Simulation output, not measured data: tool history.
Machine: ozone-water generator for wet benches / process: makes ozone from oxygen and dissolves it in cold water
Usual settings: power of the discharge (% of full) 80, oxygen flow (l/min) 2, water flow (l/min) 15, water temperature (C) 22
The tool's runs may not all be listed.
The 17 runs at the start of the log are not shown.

| run | hour | power of the discharge (% of full) | oxygen flow (l/min) | water flow (l/min) | water temperature (C) | dissolved ozone (ppm) | ozone in the gas ahead of the water (g/m3) |
|---|---|---|---|---|---|---|---|
| 18 | 959.8 | 45 | 3.52 | 15 | 14 | 15.6 | 154.7 |
| 19 | 1033.4 | 45 | 2.93 | 15 | 14 | 14.5 | 165.6 |
| 20 | 1104.1 | 45 | 2.93 | 15 | 14 | 14.6 | 164.5 |
| 21 | 1158.8 | 54 | 1.09 | 14 | 15 | 11.9 | 258.3 |
| 22 | 1226.5 | 98 | 2.53 | 10 | 22 | 27.4 | 271.8 |
| 23 | 1269 | 98 | 1.16 | 14 | 22 | 16.3 | 356.6 |
| 24 | 1306.5 | 55 | 1.5 | 12 | 28 | 13.8 | 233.7 |
| 25 | 1374.2 | 82 | 1.5 | 12 | 28 | 17.6 | 295.6 |
| 26 | 1408 | 79 | 1.5 | 14 | 28 | 14.9 | 288.1 |
| 27 | 1481 | 79 | 1.5 | 14 | 28 | 14.9 | 287.7 |
| 28 | 1550.8 | 79 | 1.5 | 14 | 28 | 14.9 | 284.4 |
| 29 | 1614.4 | 79 | 1.07 | 15 | 28 | 12.2 | 323.5 |
| 30 | 1662.8 | 59 | 1.06 | 23 | 16 | 6.9 | 273.6 |
| 31 | 1716.8 | 59 | 1.06 | 23 | 16 | 6.7 | 272.3 |
| 32 | 1750.1 | 59 | 1.78 | 18 | 16 | 11.5 | 226.7 |
| 33 | 1786.6 | 54 | 1.9 | 18 | 16 | 11.2 | 211.1 |
| 34 | 1829.3 | 72 | 1.28 | 18 | 18 | 11.3 | 286.3 |

Consider 3 possible next runs. They are alternatives, not a sequence: every one starts from the tool as it was left by run 34. What does each give?
| A | 1863.1 | 98 | 2 | 15 | 22 | ? | ? |
| B | 1863.1 | 52 | 1.28 | 18 | 15 | ? | ? |
| C | 1863.1 | 80 | 2 | 15 | 29 | ? | ? |

| run | dissolved ozone (ppm) | ozone in the gas ahead of the water (g/m3) |
|---|---|---|
| A | 18.4 | 292.3 |
| B | 9.3 | 234.6 |
| C | 14.9 | 257.5 |
Take away the tool's hidden state, keep each run's random variation, and the runs would have read:
| run | dissolved ozone (ppm) | ozone in the gas ahead of the water (g/m3) |
|---|---|---|
| A | 20.2 | 313.1 |
| B | 10 | 245.8 |
| C | 16.2 | 273.8 |
